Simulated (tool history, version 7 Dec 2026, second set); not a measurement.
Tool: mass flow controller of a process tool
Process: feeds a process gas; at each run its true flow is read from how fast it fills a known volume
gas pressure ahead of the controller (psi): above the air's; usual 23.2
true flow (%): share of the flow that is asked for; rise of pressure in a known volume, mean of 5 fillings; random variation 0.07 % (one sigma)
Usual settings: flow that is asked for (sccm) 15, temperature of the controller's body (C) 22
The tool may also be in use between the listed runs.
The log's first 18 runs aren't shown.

run,hour,flow that is asked for (sccm),gas pressure ahead of the controller (psi),temperature of the controller's body (C),true flow (%)
19,2983.0,15,23.2,27,102.18
20,3069.5,15,35.0,27,102.85
21,3223.9,6,23.2,22,107.58
22,3418.6,47,34.1,22,100.04
23,3604.6,47,34.1,22,99.87
24,3799.7,30,32.9,25,100.71
25,3996.9,20,38.1,22,101.85
26,4125.3,10,23.2,23,104.56
# hour 4248.8: controller's zero set anew
27,4308.8,10,23.2,23,97.68
28,4472.3,10,23.2,23,97.80
29,4572.6,15,23.2,36,99.30
30,4697.5,39,39.6,30,99.48
31,4829.3,32,38.1,22,98.70
# hour 4868.3: controller exchanged for a calibrated one
32,5021.8,21,23.9,22,99.37
33,5180.4,21,23.9,22,99.50
34,5344.3,15,38.6,29,101.06
35,5504.0,15,38.6,29,101.19
36,5606.2,11,29.0,39,101.90

4 ways to go on from here, each from the tool as it stands after run 36. What would each give?
A,5760.8,22,21.5,22,?
B,5760.8,11,23.2,30,?
C,5760.8,6,29.0,39,?
D,5760.8,5,33.4,24,?

run,true flow (%)
A,99.54
B,100.65
C,102.51
D,101.44
Without the tool's hidden state the same runs would have given:
run,true flow (%)
A,99.12
B,99.85
C,101.11
D,99.76
